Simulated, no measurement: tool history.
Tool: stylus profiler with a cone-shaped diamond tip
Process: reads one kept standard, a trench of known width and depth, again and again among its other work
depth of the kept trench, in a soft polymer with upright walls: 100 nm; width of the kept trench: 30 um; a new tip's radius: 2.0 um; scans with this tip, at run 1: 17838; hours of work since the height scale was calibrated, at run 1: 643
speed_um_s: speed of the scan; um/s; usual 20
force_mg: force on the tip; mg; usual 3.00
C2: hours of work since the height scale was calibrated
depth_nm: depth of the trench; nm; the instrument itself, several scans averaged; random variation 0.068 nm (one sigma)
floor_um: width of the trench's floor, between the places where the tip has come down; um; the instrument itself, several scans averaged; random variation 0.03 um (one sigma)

run 1 hour=0.0 | speed_um_s=20 force_mg=3.00 | scans_with_this_tip=17838 C2=643 | depth_nm=101.55 floor_um=28.66
run 2 hour=63.9 | speed_um_s=42 force_mg=3.00 | scans_with_this_tip=18212 C2=675 | depth_nm=101.75 floor_um=28.54
run 3 hour=173.1 | speed_um_s=73 force_mg=3.00 | scans_with_this_tip=18850 C2=729 | depth_nm=101.67 floor_um=28.33
run 4 hour=243.0 | speed_um_s=20 force_mg=3.89 | scans_with_this_tip=19259 C2=763 | depth_nm=101.82 floor_um=28.62
run 5 hour=324.1 | speed_um_s=9 force_mg=3.00 | scans_with_this_tip=19734 C2=803 | depth_nm=101.59 floor_um=28.72
-- hour=342.9 height scale calibrated on a step standard
run 6 hour=383.7 | speed_um_s=9 force_mg=3.00 | scans_with_this_tip=20079 C2=20 | depth_nm=101.61 floor_um=28.65
run 7 hour=436.5 | speed_um_s=20 force_mg=3.00 | scans_with_this_tip=20388 C2=46 | depth_nm=101.59 floor_um=28.62
run 8 hour=547.4 | speed_um_s=20 force_mg=3.00 | scans_with_this_tip=21037 C2=101 | depth_nm=101.58 floor_um=28.60
-- hour=559.3 new tip fitted, height scale calibrated
run 9 hour=643.5 | speed_um_s=13 force_mg=3.00 | scans_with_this_tip=493 C2=42 | depth_nm=101.72 floor_um=28.66
run 10 hour=725.8 | speed_um_s=20 force_mg=1.06 | scans_with_this_tip=974 C2=82 | depth_nm=100.78 floor_um=28.61
run 11 hour=790.8 | speed_um_s=53 force_mg=3.00 | scans_with_this_tip=1355 C2=114 | depth_nm=101.64 floor_um=28.44
run 12 hour=874.6 | speed_um_s=53 force_mg=3.00 | scans_with_this_tip=1844 C2=156 | depth_nm=101.60 floor_um=28.44
run 13 hour=970.7 | speed_um_s=53 force_mg=3.00 | scans_with_this_tip=2407 C2=203 | depth_nm=101.68 floor_um=28.47
run 14 hour=1025.2 | speed_um_s=53 force_mg=3.00 | scans_with_this_tip=2725 C2=230 | depth_nm=101.72 floor_um=28.50
run 15 hour=1071.1 | speed_um_s=25 force_mg=3.00 | scans_with_this_tip=2994 C2=253 | depth_nm=101.69 floor_um=28.62
run 16 hour=1125.2 | speed_um_s=25 force_mg=3.00 | scans_with_this_tip=3310 C2=280 | depth_nm=101.69 floor_um=28.59
run 17 hour=1228.2 | speed_um_s=20 force_mg=3.00 | scans_with_this_tip=3913 C2=331 | depth_nm=101.68 floor_um=28.63
run 18 hour=1288.2 | speed_um_s=20 force_mg=3.00 | scans_with_this_tip=4263 C2=360 | depth_nm=101.50 floor_um=28.62
run 19 hour=1351.3 | speed_um_s=20 force_mg=3.00 | scans_with_this_tip=4632 C2=391 | depth_nm=101.68 floor_um=28.63
run 20 hour=1454.1 | speed_um_s=20 force_mg=3.00 | scans_with_this_tip=5234 C2=442 | depth_nm=101.60 floor_um=28.67
run 21 hour=1542.6 | speed_um_s=20 force_mg=3.00 | scans_with_this_tip=5751 C2=486 | depth_nm=101.65 floor_um=28.64
run 22 hour=1601.6 | speed_um_s=20 force_mg=3.00 | scans_with_this_tip=6097 C2=515 | depth_nm=101.61 floor_um=28.65
run 23 hour=1669.0 | speed_um_s=20 force_mg=3.00 | scans_with_this_tip=6491 C2=548 | depth_nm=101.61 floor_um=28.61
run 24 hour=1774.9 | speed_um_s=13 force_mg=5.83 | scans_with_this_tip=7110 C2=601 | depth_nm=102.44 floor_um=28.73
run 25 hour=1850.8 | speed_um_s=6 force_mg=1.26 | scans_with_this_tip=7554 C2=638 | depth_nm=100.89 floor_um=28.63
run 26 hour=1956.3 | speed_um_s=44 force_mg=1.26 | scans_with_this_tip=8171 C2=690 | depth_nm=100.90 floor_um=28.37
run 27 hour=2048.6 | speed_um_s=56 force_mg=2.56 | scans_with_this_tip=8711 C2=736 | depth_nm=101.35 floor_um=28.40
run 28 hour=2104.8 | speed_um_s=56 force_mg=2.56 | scans_with_this_tip=9039 C2=764 | depth_nm=101.53 floor_um=28.41
run 29 hour=2198.3 | speed_um_s=6 force_mg=2.78 | scans_with_this_tip=9586 C2=810 | depth_nm=101.52 floor_um=28.73
-- hour=2203.9 height scale calibrated on a step standard
run 30 hour=2286.6 | speed_um_s=7 force_mg=3.43 | scans_with_this_tip=10100 C2=41 | depth_nm=101.87 floor_um=28.72
run 31 hour=2356.4 | speed_um_s=7 force_mg=6.20 | scans_with_this_tip=10508 C2=75 | depth_nm=102.63 floor_um=28.74
run 32 hour=2455.3 | speed_um_s=20 force_mg=8.59 | scans_with_this_tip=11086 C2=124 | depth_nm=103.28 floor_um=28.65
run 33 hour=2544.4 | speed_um_s=6 force_mg=2.97 | scans_with_this_tip=11607 C2=168 | depth_nm=101.68 floor_um=28.67
run 34 hour=2629.6 | speed_um_s=9 force_mg=1.02 | scans_with_this_tip=12106 C2=210 | depth_nm=100.89 floor_um=28.56
run 35 hour=2699.2 | speed_um_s=7 force_mg=2.37 | scans_with_this_tip=12513 C2=245 | depth_nm=101.46 floor_um=28.67
run 36 hour=2770.6 | speed_um_s=7 force_mg=3.00 | scans_with_this_tip=12931 C2=280 | depth_nm=101.70 floor_um=28.68
run 37 hour=2855.5 | speed_um_s=43 force_mg=5.07 | scans_with_this_tip=13427 C2=322 | depth_nm=102.31 floor_um=28.57
run 38 hour=2919.0 | speed_um_s=32 force_mg=3.34 | scans_with_this_tip=13799 C2=353 | depth_nm=101.89 floor_um=28.55
run 39 hour=2980.9 | speed_um_s=5 force_mg=2.48 | scans_with_this_tip=14160 C2=384 | depth_nm=101.35 floor_um=28.71
run 40 hour=3051.8 | speed_um_s=5 force_mg=2.48 | scans_with_this_tip=14575 C2=419 | depth_nm=101.42 floor_um=28.73
run 41 hour=3106.1 | speed_um_s=8 force_mg=1.22 | scans_with_this_tip=14893 C2=446 | depth_nm=100.79 floor_um=28.64
run 42 hour=3216.8 | speed_um_s=14 force_mg=1.40 | scans_with_this_tip=15540 C2=501 | depth_nm=101.02 floor_um=28.64
run 43 hour=3293.5 | speed_um_s=9 force_mg=2.10 | scans_with_this_tip=15989 C2=539 | depth_nm=101.25 floor_um=28.70
run 44 hour=3383.6 | speed_um_s=68 force_mg=1.23 | scans_with_this_tip=16516 C2=583 | depth_nm=100.83 floor_um=28.12
run 45 hour=3430.8 | speed_um_s=63 force_mg=1.54 | scans_with_this_tip=16792 C2=606 | depth_nm=101.05 floor_um=28.19
run 46 hour=3514.8 | speed_um_s=20 force_mg=3.18 | scans_with_this_tip=17283 C2=648 | depth_nm=101.70 floor_um=28.56

The same runs without the tool's hidden state, with the same run-to-run variation:
The hidden state here: radius of the tip, um; height scale over the true one, %; drift of the gauge itself on depth_nm, %; drift of the gauge itself on floor_um, %.
run=1 floor_um=28.69
run=2 floor_um=28.57
run=3 floor_um=28.36
run=4 floor_um=28.65
run=5 floor_um=28.75
run=6 floor_um=28.69
run=7 floor_um=28.65
run=8 floor_um=28.63
run=9 floor_um=28.66
run=10 floor_um=28.61
run=11 floor_um=28.44
run=12 floor_um=28.44
run=13 floor_um=28.48
run=14 floor_um=28.51
run=15 floor_um=28.63
run=16 floor_um=28.60
run=17 floor_um=28.63
run=18 floor_um=28.63
run=19 floor_um=28.64
run=20 floor_um=28.68
run=21 floor_um=28.65
run=22 floor_um=28.66
run=23 floor_um=28.63
run=24 floor_um=28.74
run=25 floor_um=28.64
run=26 floor_um=28.38
run=27 floor_um=28.41
run=28 floor_um=28.42
run=29 floor_um=28.74
run=30 floor_um=28.74
run=31 floor_um=28.76
run=32 floor_um=28.67
run=33 floor_um=28.69
run=34 floor_um=28.58
run=35 floor_um=28.69
run=36 floor_um=28.70
run=37 floor_um=28.60
run=38 floor_um=28.57
run=39 floor_um=28.74
run=40 floor_um=28.75
run=41 floor_um=28.67
run=42 floor_um=28.67
run=43 floor_um=28.72
run=44 floor_um=28.15
run=45 floor_um=28.22
run=46 floor_um=28.59
depth_nm: within 0.04 nm of the measured result in every run.
